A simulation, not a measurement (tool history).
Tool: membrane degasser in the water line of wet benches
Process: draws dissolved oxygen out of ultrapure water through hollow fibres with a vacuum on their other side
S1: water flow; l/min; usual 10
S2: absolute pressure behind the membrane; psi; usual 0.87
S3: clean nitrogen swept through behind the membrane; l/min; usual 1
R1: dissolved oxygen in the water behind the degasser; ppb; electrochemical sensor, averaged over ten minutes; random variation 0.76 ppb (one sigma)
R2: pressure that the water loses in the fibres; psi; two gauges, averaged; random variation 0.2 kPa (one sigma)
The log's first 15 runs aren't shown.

run	hour	S1	S2	S3	R1	R2
16	1107.7	10	0.87	1	75.9	6.437
17	1197.1	14	1.062	1.17	135.6	9.113
18	1308.8	14	1.062	1.17	133.9	9.088
19	1418.3	16	1.062	0.65	246.8	10.425
20	1488	9	1.062	1.69	59.1	5.902
21	1584	8	1.404	0.65	195.1	5.218
22	1666.1	8	1.404	0.65	194.8	5.246
23	1723.1	9	0.686	1.51	29.1	5.916
24	1807	9	1.443	1	153.7	5.868
25	1868.3	14	1.577	1	267	9.188
26	1927.3	7	1.498	1.64	82.7	4.596
27	2023.5	9	1.498	2.67	67.2	5.873
28	2109.1	14	0.87	2.87	53.1	9.203
29	2187.6	9	1.929	1.81	132.4	5.881
30	2288.6	9	0.859	1.81	41.4	5.954
31	2372.7	9	0.859	1.81	41.4	5.948
32	2466.5	8	2.093	1.81	130.1	5.281

Forecast each of these 3 alternatives for the next run:
A	2517.9	9	1.075	1.67	?	?
B	2517.9	15	0.87	1.23	?	?
C	2517.9	10	0.87	0.58	?	?

run	R1	R2
A	64	5.96
B	108.7	9.802
C	124.8	6.596
Without the tool's hidden state the same runs would have given:
run	R1	R2
A	57.6	5.658
B	95.9	9.303
C	112.9	6.261
